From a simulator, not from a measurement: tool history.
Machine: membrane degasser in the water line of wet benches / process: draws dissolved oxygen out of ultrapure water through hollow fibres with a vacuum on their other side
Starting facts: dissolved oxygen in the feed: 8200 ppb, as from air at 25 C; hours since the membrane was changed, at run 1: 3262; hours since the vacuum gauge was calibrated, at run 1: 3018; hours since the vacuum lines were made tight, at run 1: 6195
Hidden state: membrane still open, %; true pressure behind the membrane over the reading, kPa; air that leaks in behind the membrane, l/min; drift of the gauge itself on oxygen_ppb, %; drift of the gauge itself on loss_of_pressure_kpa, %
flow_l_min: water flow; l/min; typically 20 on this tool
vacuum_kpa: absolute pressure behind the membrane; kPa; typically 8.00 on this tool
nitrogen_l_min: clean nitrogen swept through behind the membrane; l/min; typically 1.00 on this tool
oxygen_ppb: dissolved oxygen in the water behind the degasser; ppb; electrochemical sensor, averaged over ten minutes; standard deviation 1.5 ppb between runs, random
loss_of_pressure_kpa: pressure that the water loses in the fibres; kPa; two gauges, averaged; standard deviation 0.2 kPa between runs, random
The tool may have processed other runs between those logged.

| run | hour | flow_l_min | vacuum_kpa | nitrogen_l_min | hours since the membrane was changed | hours since the vacuum gauge was calibrated | hours since the vacuum lines were made tight | oxygen_ppb | loss_of_pressure_kpa |
|---|---|---|---|---|---|---|---|---|---|
| 1 | 0.0 | 20 | 8.00 | 1.00 | 3262 | 3018 | 6195 | 232.5 | 47.10 |
| 2 | 89.1 | 20 | 8.00 | 1.00 | 3351 | 3107 | 6284 | 231.7 | 46.88 |
| 3 | 137.7 | 20 | 8.00 | 1.00 | 3400 | 3156 | 6332 | 228.0 | 46.71 |
| 4 | 230.1 | 20 | 8.00 | 1.00 | 3492 | 3248 | 6425 | 232.0 | 46.76 |
| 5 | 321.6 | 20 | 8.00 | 1.00 | 3584 | 3340 | 6516 | 232.6 | 47.12 |
| 6 | 393.5 | 28 | 8.00 | 1.00 | 3656 | 3412 | 6588 | 330.0 | 65.97 |
| 7 | 437.2 | 20 | 13.14 | 1.00 | 3700 | 3455 | 6632 | 446.6 | 47.10 |
| 8 | 510.1 | 20 | 13.14 | 1.00 | 3772 | 3528 | 6705 | 445.2 | 47.30 |
| 9 | 573.9 | 20 | 13.14 | 1.00 | 3836 | 3592 | 6768 | 446.2 | 46.77 |
| 10 | 629.3 | 20 | 13.14 | 1.00 | 3892 | 3647 | 6824 | 454.2 | 47.37 |
| 11 | 726.7 | 20 | 6.17 | 1.03 | 3989 | 3745 | 6921 | 147.9 | 47.13 |
| 12 | 776.9 | 19 | 18.41 | 0.89 | 4039 | 3795 | 6971 | 699.4 | 44.72 |
| 13 | 856.9 | 18 | 16.08 | 0.48 | 4119 | 3875 | 7051 | 923.9 | 42.45 |
| 14 | 931.0 | 18 | 16.08 | 0.48 | 4193 | 3949 | 7126 | 928.1 | 42.79 |
| 15 | 1017.7 | 20 | 8.00 | 1.66 | 4280 | 4036 | 7212 | 152.4 | 47.10 |
|  | 1051.6 | seals of the vacuum lines changed |
| 16 | 1085.1 | 27 | 13.18 | 1.00 | 4345 | 4101 | 33 | 596.3 | 63.94 |
| 17 | 1132.0 | 16 | 5.13 | 1.00 | 4392 | 4148 | 80 | 85.2 | 37.78 |

Below are 3 alternative next runs, each starting from the tool's condition after run 17. Predict each:
| A | 1202.9 | 20 | 6.86 | 1.00 | 4463 | 4219 | 151 | ? | ? |
| B | 1202.9 | 13 | 12.57 | 1.33 | 4463 | 4219 | 151 | ? | ? |
| C | 1202.9 | 25 | 8.43 | 1.87 | 4463 | 4219 | 151 | ? | ? |

| run | oxygen_ppb | loss_of_pressure_kpa |
|---|---|---|
| A | 182.8 | 47.09 |
| B | 219.6 | 30.63 |
| C | 192.9 | 58.84 |
Without the tool's hidden state the same runs would have given:
| run | oxygen_ppb | loss_of_pressure_kpa |
|---|---|---|
| A | 169.3 | 46.45 |
| B | 213.1 | 30.21 |
| C | 182.3 | 58.05 |
